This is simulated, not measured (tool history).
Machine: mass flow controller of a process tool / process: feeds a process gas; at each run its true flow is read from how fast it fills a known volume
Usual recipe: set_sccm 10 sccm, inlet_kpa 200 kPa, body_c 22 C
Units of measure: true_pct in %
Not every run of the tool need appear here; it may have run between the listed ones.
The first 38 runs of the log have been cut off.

| run | hour | set_sccm | inlet_kpa | body_c | true_pct |
|---|---|---|---|---|---|
| 39 | 3446.1 | 2 | 264 | 22 | 100.78 |
| 40 | 3516.3 | 10 | 200 | 22 | 99.02 |
| 41 | 3637.6 | 10 | 169 | 22 | 99.04 |
| 42 | 3764.1 | 10 | 175 | 21 | 99.07 |
| 43 | 3875.1 | 5 | 175 | 21 | 99.42 |
| 44 | 3987.6 | 8 | 263 | 24 | 98.51 |
| 45 | 4097.4 | 2 | 264 | 22 | 101.06 |
| 46 | 4201 | 2 | 264 | 22 | 101.14 |
| 47 | 4315.6 | 7 | 151 | 34 | 98.73 |

What if the next run were any one of these 3? Each begins from the tool's condition after run 47:
| A | 4379.8 | 2 | 150 | 22 | ? |
| B | 4379.8 | 7 | 225 | 34 | ? |
| C | 4379.8 | 7 | 151 | 38 | ? |

| run | true_pct |
|---|---|
| A | 101.87 |
| B | 98.27 |
| C | 98.58 |
Take away the tool's hidden state, keep each run's random variation, and the runs would have read:
| run | true_pct |
|---|---|
| A | 99.32 |
| B | 98.6 |
| C | 98.91 |
